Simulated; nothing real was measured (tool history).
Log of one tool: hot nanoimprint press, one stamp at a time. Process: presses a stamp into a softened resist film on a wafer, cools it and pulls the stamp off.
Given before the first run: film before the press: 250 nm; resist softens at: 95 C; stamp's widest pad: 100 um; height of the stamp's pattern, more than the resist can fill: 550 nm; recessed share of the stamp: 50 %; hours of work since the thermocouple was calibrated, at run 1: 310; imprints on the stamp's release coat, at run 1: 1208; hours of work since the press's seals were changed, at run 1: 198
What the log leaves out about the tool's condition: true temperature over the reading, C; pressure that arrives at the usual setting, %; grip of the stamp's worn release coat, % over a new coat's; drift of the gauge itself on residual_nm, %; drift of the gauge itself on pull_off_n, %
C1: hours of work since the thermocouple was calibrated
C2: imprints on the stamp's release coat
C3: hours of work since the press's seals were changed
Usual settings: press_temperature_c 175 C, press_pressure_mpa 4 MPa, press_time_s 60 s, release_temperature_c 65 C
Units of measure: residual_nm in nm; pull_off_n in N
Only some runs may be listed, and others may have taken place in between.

{"run": 1, "day": 0.0, "press_temperature_c": 175, "press_pressure_mpa": 4, "press_time_s": 60, "release_temperature_c": 65, "C1": 310, "C2": 1208, "C3": 198, "residual_nm": 97, "pull_off_n": 173}
{"run": 2, "day": 1.121, "press_temperature_c": 175, "press_pressure_mpa": 4, "press_time_s": 60, "release_temperature_c": 65, "C1": 324, "C2": 1275, "C3": 212, "residual_nm": 96.8, "pull_off_n": 177}
{"run": 3, "day": 2.5, "press_temperature_c": 175, "press_pressure_mpa": 4, "press_time_s": 60, "release_temperature_c": 65, "C1": 341, "C2": 1357, "C3": 229, "residual_nm": 96.7, "pull_off_n": 175}
{"run": 4, "day": 3.725, "press_temperature_c": 175, "press_pressure_mpa": 4, "press_time_s": 60, "release_temperature_c": 65, "C1": 356, "C2": 1430, "C3": 244, "residual_nm": 96.7, "pull_off_n": 181}
{"day": 3.992, "done": "plate thermocouple calibrated"}
{"run": 5, "day": 4.742, "press_temperature_c": 175, "press_pressure_mpa": 4, "press_time_s": 60, "release_temperature_c": 65, "C1": 9, "C2": 1483, "C3": 255, "residual_nm": 97, "pull_off_n": 176}
{"run": 6, "day": 6.121, "press_temperature_c": 175, "press_pressure_mpa": 4, "press_time_s": 60, "release_temperature_c": 65, "C1": 26, "C2": 1565, "C3": 272, "residual_nm": 96.8, "pull_off_n": 174}
{"run": 7, "day": 7.012, "press_temperature_c": 175, "press_pressure_mpa": 4, "press_time_s": 60, "release_temperature_c": 65, "C1": 37, "C2": 1618, "C3": 283, "residual_nm": 96.5, "pull_off_n": 176}
{"run": 8, "day": 8.179, "press_temperature_c": 175, "press_pressure_mpa": 4, "press_time_s": 60, "release_temperature_c": 65, "C1": 52, "C2": 1687, "C3": 298, "residual_nm": 96.3, "pull_off_n": 180}
{"run": 9, "day": 9.758, "press_temperature_c": 175, "press_pressure_mpa": 4, "press_time_s": 60, "release_temperature_c": 65, "C1": 72, "C2": 1781, "C3": 317, "residual_nm": 96.2, "pull_off_n": 170}
{"run": 10, "day": 10.8, "press_temperature_c": 175, "press_pressure_mpa": 4, "press_time_s": 60, "release_temperature_c": 65, "C1": 84, "C2": 1843, "C3": 330, "residual_nm": 96.2, "pull_off_n": 180}
{"run": 11, "day": 11.538, "press_temperature_c": 175, "press_pressure_mpa": 4, "press_time_s": 60, "release_temperature_c": 65, "C1": 94, "C2": 1887, "C3": 340, "residual_nm": 96.1, "pull_off_n": 177}
{"day": 12.242, "done": "stamp cleaned and given a new release coat"}
{"run": 12, "day": 12.45, "press_temperature_c": 175, "press_pressure_mpa": 6.28, "press_time_s": 60, "release_temperature_c": 50, "C1": 102, "C2": 12, "C3": 348, "residual_nm": 74.3, "pull_off_n": 213}
{"run": 13, "day": 13.825, "press_temperature_c": 172, "press_pressure_mpa": 4.15, "press_time_s": 60, "release_temperature_c": 57, "C1": 119, "C2": 94, "C3": 365, "residual_nm": 103.3, "pull_off_n": 193}
{"run": 14, "day": 15.096, "press_temperature_c": 175, "press_pressure_mpa": 3.97, "press_time_s": 45, "release_temperature_c": 65, "C1": 135, "C2": 169, "C3": 381, "residual_nm": 106.6, "pull_off_n": 170}
{"run": 15, "day": 16.338, "press_temperature_c": 177, "press_pressure_mpa": 3.97, "press_time_s": 45, "release_temperature_c": 55, "C1": 150, "C2": 243, "C3": 396, "residual_nm": 100.4, "pull_off_n": 208}
{"run": 16, "day": 17.604, "press_temperature_c": 168, "press_pressure_mpa": 5.86, "press_time_s": 60, "release_temperature_c": 67, "C1": 166, "C2": 319, "C3": 412, "residual_nm": 97.2, "pull_off_n": 162}
{"run": 17, "day": 19.2, "press_temperature_c": 168, "press_pressure_mpa": 5.86, "press_time_s": 60, "release_temperature_c": 67, "C1": 186, "C2": 414, "C3": 432, "residual_nm": 97.2, "pull_off_n": 161}

Run 18 has not been measured yet. What should we expect?
{"run": 18, "day": 20.058, "press_temperature_c": 168, "press_pressure_mpa": 5.86, "press_time_s": 60, "release_temperature_c": 67, "C1": 196, "C2": 465, "C3": 442, "residual_nm": "?", "pull_off_n": "?"}

{"run 18": {"residual_nm": 97, "pull_off_n": 171}}
Had the tool carried no hidden state, the very same run would have given residual_nm 98.6 nm, pull_off_n 170 N.

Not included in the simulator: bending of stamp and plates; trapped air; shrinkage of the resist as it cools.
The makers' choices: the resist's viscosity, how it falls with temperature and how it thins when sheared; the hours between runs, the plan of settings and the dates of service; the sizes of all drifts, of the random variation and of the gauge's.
